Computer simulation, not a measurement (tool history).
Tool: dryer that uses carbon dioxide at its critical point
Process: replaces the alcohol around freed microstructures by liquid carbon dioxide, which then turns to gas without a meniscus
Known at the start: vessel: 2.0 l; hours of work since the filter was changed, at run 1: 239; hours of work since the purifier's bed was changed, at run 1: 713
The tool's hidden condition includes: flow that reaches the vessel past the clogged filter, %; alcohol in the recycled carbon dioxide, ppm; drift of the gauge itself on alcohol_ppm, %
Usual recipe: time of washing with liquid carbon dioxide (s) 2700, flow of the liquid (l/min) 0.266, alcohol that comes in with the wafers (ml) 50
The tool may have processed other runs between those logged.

run	hour	time of washing with liquid carbon dioxide (s)	flow of the liquid (l/min)	alcohol that comes in with the wafers (ml)	hours of work since the filter was changed	hours of work since the purifier's bed was changed	alcohol left in the vessel before it's heated (ppm by volume)
1	0.0	2700	0.266	50	239	713	561
2	20.1	2700	0.275	50	251	726	522
3	42.4	3060	0.266	50	266	740	411
4	66.1	3060	0.266	50	281	755	423
5	92.3	3060	0.266	50	297	772	446
6	111.5	2700	0.266	50	309	784	665
7	122.9	2700	0.266	50	317	791	678
8	135.5	2700	0.266	50	325	799	692
# hour 140.7: inlet filter changed
9	164.3	2700	0.365	50	15	817	207
10	182.9	2700	0.266	50	27	828	447
11	198.8	2700	0.266	50	37	838	440
12	220.4	2700	0.266	50	50	852	457
13	241.4	2820	0.420	76	64	865	197
14	257.0	2520	0.228	103	74	875	1700
# hour 276.9: purifier's bed changed
15	281.9	2520	0.228	27	87	3	419
16	303.5	2520	0.228	27	101	17	423
17	328.5	2340	0.196	50	117	33	1658
18	344.1	1860	0.196	50	127	43	2918
19	356.0	1860	0.294	76	134	50	1513
20	382.5	3120	0.193	70	151	67	1048
21	405.2	1740	0.225	53	166	81	2752

Below are 3 alternative next runs, each starting from the tool's condition after run 21. Predict each:
A	417.9	3240	0.209	50	174	89	?
B	417.9	1740	0.362	27	174	89	?
C	417.9	3180	0.225	74	174	89	?

run	alcohol left in the vessel before it's heated (ppm by volume)
A	524
B	359
C	624
Stripped of hidden state, with their random variation kept, the same runs would have yielded:
run	alcohol left in the vessel before it's heated (ppm by volume)
A	327
B	228
C	385
